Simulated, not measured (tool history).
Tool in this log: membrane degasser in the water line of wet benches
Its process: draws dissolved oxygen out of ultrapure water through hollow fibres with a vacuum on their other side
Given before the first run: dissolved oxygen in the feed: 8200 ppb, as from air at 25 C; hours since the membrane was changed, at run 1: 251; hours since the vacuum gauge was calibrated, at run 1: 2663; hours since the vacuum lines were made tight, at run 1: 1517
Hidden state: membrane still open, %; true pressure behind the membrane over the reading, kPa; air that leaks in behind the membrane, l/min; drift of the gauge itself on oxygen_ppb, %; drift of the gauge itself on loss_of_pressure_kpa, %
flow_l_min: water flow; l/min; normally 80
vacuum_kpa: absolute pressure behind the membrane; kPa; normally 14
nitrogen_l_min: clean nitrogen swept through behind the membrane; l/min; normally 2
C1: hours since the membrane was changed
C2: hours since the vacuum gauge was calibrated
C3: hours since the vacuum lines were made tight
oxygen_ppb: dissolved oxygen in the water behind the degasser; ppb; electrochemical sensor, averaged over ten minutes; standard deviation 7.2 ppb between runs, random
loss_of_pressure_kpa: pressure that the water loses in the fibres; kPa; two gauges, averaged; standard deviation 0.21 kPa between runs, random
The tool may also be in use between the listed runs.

Run 1, hour 0: usual settings; C1 251; C2 2663; C3 1517. Result: oxygen_ppb 933.4 ppb, loss_of_pressure_kpa 50.44 kPa.
Run 2, hour 28.7: usual settings; C1 279; C2 2692; C3 1546. Result: oxygen_ppb 945.5 ppb, loss_of_pressure_kpa 50.41 kPa.
Run 3, hour 50.7: usual settings; C1 301; C2 2714; C3 1568. Result: oxygen_ppb 938.7 ppb, loss_of_pressure_kpa 50.38 kPa.
Run 4, hour 73.9: usual settings; C1 325; C2 2737; C3 1591. Result: oxygen_ppb 936.1 ppb, loss_of_pressure_kpa 50.74 kPa.
Run 5, hour 122.6: usual settings but nitrogen_l_min 0.87 l/min; C1 373; C2 2786; C3 1640. Result: oxygen_ppb 1526.6 ppb, loss_of_pressure_kpa 50.52 kPa.
Run 6, hour 173.5: usual settings but flow_l_min 103 l/min; C1 424; C2 2836; C3 1691. Result: oxygen_ppb 1227.1 ppb, loss_of_pressure_kpa 65.22 kPa.
Run 7, hour 206.1: usual settings but flow_l_min 103 l/min; C1 457; C2 2869; C3 1723. Result: oxygen_ppb 1211.4 ppb, loss_of_pressure_kpa 65.22 kPa.
Run 8, hour 227.9: usual settings but flow_l_min 103 l/min; C1 479; C2 2891; C3 1745. Result: oxygen_ppb 1230.3 ppb, loss_of_pressure_kpa 65.14 kPa.
Run 9, hour 270.6: usual settings but flow_l_min 57 l/min, vacuum_kpa 26.5 kPa, nitrogen_l_min 2.35 l/min; C1 521; C2 2934; C3 1788. Result: oxygen_ppb 1127.4 ppb, loss_of_pressure_kpa 35.81 kPa.
Run 10, hour 292.2: usual settings but flow_l_min 57 l/min, vacuum_kpa 26.5 kPa, nitrogen_l_min 2.35 l/min; C1 543; C2 2955; C3 1809. Result: oxygen_ppb 1121.6 ppb, loss_of_pressure_kpa 35.91 kPa.
Run 11, hour 327.5: usual settings but flow_l_min 67 l/min, vacuum_kpa 12.2 kPa, nitrogen_l_min 0.88 l/min; C1 578; C2 2990; C3 1845. Result: oxygen_ppb 1137.5 ppb, loss_of_pressure_kpa 42.44 kPa.
At hour 333: vacuum gauge calibrated.
Run 12, hour 362.6: usual settings but flow_l_min 51 l/min, vacuum_kpa 9.5 kPa, nitrogen_l_min 1.14 l/min; C1 613; C2 30; C3 1879. Result: oxygen_ppb 572 ppb, loss_of_pressure_kpa 31.88 kPa.
Run 13, hour 395.8: usual settings but flow_l_min 51 l/min, vacuum_kpa 9.5 kPa, nitrogen_l_min 1.14 l/min; C1 646; C2 63; C3 1912. Result: oxygen_ppb 572.7 ppb, loss_of_pressure_kpa 32 kPa.
At hour 437: vacuum gauge calibrated, once more.
Run 14, hour 441.4: usual settings but flow_l_min 51 l/min, vacuum_kpa 9.5 kPa, nitrogen_l_min 1.14 l/min; C1 691; C2 4; C3 1958. Result: oxygen_ppb 558.7 ppb, loss_of_pressure_kpa 32.35 kPa.
Run 15, hour 490.7: usual settings but flow_l_min 66 l/min, vacuum_kpa 10.7 kPa; C1 740; C2 54; C3 2007. Result: oxygen_ppb 578.2 ppb, loss_of_pressure_kpa 41.58 kPa.

Forecast each of these 4 alternatives for the next run:
Run A, hour 534.7: usual settings but flow_l_min 66 l/min, vacuum_kpa 10.7 kPa, nitrogen_l_min 1.58 l/min; C1 784; C2 98; C3 2051. Result: oxygen_ppb ?, loss_of_pressure_kpa ?.
Run B, hour 534.7: usual settings but vacuum_kpa 30.5 kPa; C1 784; C2 98; C3 2051. Result: oxygen_ppb ?, loss_of_pressure_kpa ?.
Run C, hour 534.7: usual settings but flow_l_min 115 l/min, vacuum_kpa 13.5 kPa, nitrogen_l_min 0.89 l/min; C1 784; C2 98; C3 2051. Result: oxygen_ppb ?, loss_of_pressure_kpa ?.
Run D, hour 534.7: usual settings but flow_l_min 75 l/min, vacuum_kpa 33.3 kPa; C1 784; C2 98; C3 2051. Result: oxygen_ppb ?, loss_of_pressure_kpa ?.

run  oxygen_ppb  loss_of_pressure_kpa
  A       662.1                  41.7
  B      1902.6                  50.6
  C      1871.2                  72.6
  D      1938.3                 47.41
The same runs, with their run-to-run variation unchanged, on a tool lacking any hidden condition would have given:
run  oxygen_ppb  loss_of_pressure_kpa
  A       661.1                 41.45
  B      1900.6                 50.29
  C      1869.2                 72.17
  D      1936.6                 47.12
